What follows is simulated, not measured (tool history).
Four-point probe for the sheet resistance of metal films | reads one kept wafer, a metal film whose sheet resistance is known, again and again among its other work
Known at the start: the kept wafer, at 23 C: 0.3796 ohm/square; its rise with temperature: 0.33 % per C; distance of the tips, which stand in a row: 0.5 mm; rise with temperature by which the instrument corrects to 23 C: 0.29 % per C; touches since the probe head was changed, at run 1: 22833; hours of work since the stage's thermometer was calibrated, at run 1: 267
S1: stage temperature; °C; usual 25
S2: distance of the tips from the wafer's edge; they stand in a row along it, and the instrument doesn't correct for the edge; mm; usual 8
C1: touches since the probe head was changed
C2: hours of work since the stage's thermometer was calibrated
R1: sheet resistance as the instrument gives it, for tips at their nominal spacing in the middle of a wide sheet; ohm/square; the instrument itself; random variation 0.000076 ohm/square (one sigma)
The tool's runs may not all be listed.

{"run": 1, "day": 0.0, "S1": 25, "S2": 8, "C1": 22833, "C2": 267, "R1": 0.380655}
{"run": 2, "day": 0.904, "S1": 19, "S2": 8, "C1": 23612, "C2": 282, "R1": 0.379846}
{"run": 3, "day": 1.662, "S1": 23, "S2": 8, "C1": 24263, "C2": 294, "R1": 0.380584}
{"run": 4, "day": 2.112, "S1": 23, "S2": 8, "C1": 24651, "C2": 301, "R1": 0.380531}
{"run": 5, "day": 2.617, "S1": 25, "S2": 8, "C1": 25083, "C2": 309, "R1": 0.380653}
{"run": 6, "day": 3.054, "S1": 24, "S2": 8, "C1": 25460, "C2": 316, "R1": 0.380534}
{"run": 7, "day": 3.433, "S1": 24, "S2": 60, "C1": 25787, "C2": 322, "R1": 0.379836}
{"run": 8, "day": 4.008, "S1": 26, "S2": 60, "C1": 26280, "C2": 332, "R1": 0.380108}
{"run": 9, "day": 4.504, "S1": 26, "S2": 12, "C1": 26707, "C2": 340, "R1": 0.380391}
{"run": 10, "day": 4.912, "S1": 26, "S2": 12, "C1": 27057, "C2": 346, "R1": 0.380403}
{"run": 11, "day": 5.592, "S1": 26, "S2": 42, "C1": 27643, "C2": 357, "R1": 0.380105}
{"run": 12, "day": 6.538, "S1": 26, "S2": 42, "C1": 28453, "C2": 373, "R1": 0.380031}

Forecast run 13:
{"run": 13, "day": 7.142, "S1": 25, "S2": 61, "C1": 28976, "C2": 383, "R1": "?"}

{"run 13": {"R1": 0.380006}}
Without the tool's hidden state the same run would have given R1 0.379997 ohm/square.
